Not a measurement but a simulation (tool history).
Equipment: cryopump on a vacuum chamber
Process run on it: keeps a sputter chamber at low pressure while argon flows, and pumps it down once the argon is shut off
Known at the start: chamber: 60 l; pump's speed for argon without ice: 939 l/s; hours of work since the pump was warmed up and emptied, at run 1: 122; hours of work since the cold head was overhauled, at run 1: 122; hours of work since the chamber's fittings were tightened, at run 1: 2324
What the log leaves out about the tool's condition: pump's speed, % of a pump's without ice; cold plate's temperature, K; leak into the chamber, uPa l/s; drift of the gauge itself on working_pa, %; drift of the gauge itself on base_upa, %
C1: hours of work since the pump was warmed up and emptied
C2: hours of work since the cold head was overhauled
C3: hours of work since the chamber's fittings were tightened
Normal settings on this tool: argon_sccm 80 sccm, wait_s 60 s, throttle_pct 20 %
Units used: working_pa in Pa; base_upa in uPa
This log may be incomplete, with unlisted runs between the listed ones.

{"run": 1, "hour": 0.0, "argon_sccm": 80, "wait_s": 60, "throttle_pct": 20, "C1": 122, "C2": 122, "C3": 2324, "working_pa": 0.7235, "base_upa": 2.29}
{"run": 2, "hour": 35.8, "argon_sccm": 80, "wait_s": 60, "throttle_pct": 25, "C1": 151, "C2": 151, "C3": 2353, "working_pa": 0.5846, "base_upa": 2.34}
{"run": 3, "hour": 80.9, "argon_sccm": 80, "wait_s": 60, "throttle_pct": 20, "C1": 188, "C2": 188, "C3": 2390, "working_pa": 0.727, "base_upa": 2.31}
{"run": 4, "hour": 106.2, "argon_sccm": 52, "wait_s": 60, "throttle_pct": 20, "C1": 208, "C2": 208, "C3": 2410, "working_pa": 0.4706, "base_upa": 2.3}
{"run": 5, "hour": 149.6, "argon_sccm": 52, "wait_s": 60, "throttle_pct": 20, "C1": 244, "C2": 244, "C3": 2445, "working_pa": 0.4781, "base_upa": 2.33}
{"run": 6, "hour": 177.2, "argon_sccm": 52, "wait_s": 60, "throttle_pct": 20, "C1": 266, "C2": 266, "C3": 2468, "working_pa": 0.4729, "base_upa": 2.34}
{"run": 7, "hour": 204.2, "argon_sccm": 80, "wait_s": 60, "throttle_pct": 20, "C1": 288, "C2": 288, "C3": 2490, "working_pa": 0.7322, "base_upa": 2.36}
{"run": 8, "hour": 241.7, "argon_sccm": 80, "wait_s": 60, "throttle_pct": 48, "C1": 318, "C2": 318, "C3": 2520, "working_pa": 0.3166, "base_upa": 2.36}
{"run": 9, "hour": 270.0, "argon_sccm": 80, "wait_s": 60, "throttle_pct": 48, "C1": 341, "C2": 341, "C3": 2543, "working_pa": 0.3169, "base_upa": 2.36}
{"run": 10, "hour": 305.1, "argon_sccm": 149, "wait_s": 38, "throttle_pct": 25, "C1": 370, "C2": 370, "C3": 2571, "working_pa": 1.1098, "base_upa": 3.27}
{"run": 11, "hour": 331.9, "argon_sccm": 152, "wait_s": 50, "throttle_pct": 16, "C1": 392, "C2": 392, "C3": 2593, "working_pa": 1.7473, "base_upa": 2.66}
{"run": 12, "hour": 378.3, "argon_sccm": 152, "wait_s": 50, "throttle_pct": 16, "C1": 429, "C2": 429, "C3": 2631, "working_pa": 1.7457, "base_upa": 2.7}
{"run": 13, "hour": 418.4, "argon_sccm": 152, "wait_s": 109, "throttle_pct": 16, "C1": 462, "C2": 462, "C3": 2663, "working_pa": 1.7497, "base_upa": 1.77}
{"run": 14, "hour": 461.2, "argon_sccm": 156, "wait_s": 168, "throttle_pct": 16, "C1": 496, "C2": 496, "C3": 2698, "working_pa": 1.7951, "base_upa": 1.5}
{"run": 15, "hour": 493.3, "argon_sccm": 80, "wait_s": 225, "throttle_pct": 25, "C1": 522, "C2": 522, "C3": 2724, "working_pa": 0.6015, "base_upa": 1.44}
{"run": 16, "hour": 517.5, "argon_sccm": 63, "wait_s": 225, "throttle_pct": 28, "C1": 542, "C2": 542, "C3": 2744, "working_pa": 0.4267, "base_upa": 1.47}
{"run": 17, "hour": 553.9, "argon_sccm": 63, "wait_s": 225, "throttle_pct": 28, "C1": 572, "C2": 572, "C3": 2773, "working_pa": 0.4261, "base_upa": 1.44}

Consider 5 possible next runs. They are alternatives, not a sequence: every one starts from the tool as it was left by run 17. What does each give?
{"run": "A", "hour": 575.0, "argon_sccm": 34, "wait_s": 60, "throttle_pct": 45, "C1": 589, "C2": 589, "C3": 2790, "working_pa": "?", "base_upa": "?"}
{"run": "B", "hour": 575.0, "argon_sccm": 80, "wait_s": 90, "throttle_pct": 25, "C1": 589, "C2": 589, "C3": 2790, "working_pa": "?", "base_upa": "?"}
{"run": "C", "hour": 575.0, "argon_sccm": 56, "wait_s": 160, "throttle_pct": 25, "C1": 589, "C2": 589, "C3": 2790, "working_pa": "?", "base_upa": "?"}
{"run": "D", "hour": 575.0, "argon_sccm": 80, "wait_s": 51, "throttle_pct": 20, "C1": 589, "C2": 589, "C3": 2790, "working_pa": "?", "base_upa": "?"}
{"run": "E", "hour": 575.0, "argon_sccm": 63, "wait_s": 225, "throttle_pct": 59, "C1": 589, "C2": 589, "C3": 2790, "working_pa": "?", "base_upa": "?"}

run=A working_pa=0.1501 base_upa=2.54
run=B working_pa=0.6025 base_upa=2.00
run=C working_pa=0.4257 base_upa=1.63
run=D working_pa=0.7493 base_upa=2.75
run=E working_pa=0.2148 base_upa=1.41
Without the tool's hidden state the same runs would have given:
run=A working_pa=0.1372 base_upa=1.80
run=B working_pa=0.5724 base_upa=1.28
run=C working_pa=0.4044 base_upa=0.89
run=D working_pa=0.7192 base_upa=2.02
run=E working_pa=0.1911 base_upa=0.70

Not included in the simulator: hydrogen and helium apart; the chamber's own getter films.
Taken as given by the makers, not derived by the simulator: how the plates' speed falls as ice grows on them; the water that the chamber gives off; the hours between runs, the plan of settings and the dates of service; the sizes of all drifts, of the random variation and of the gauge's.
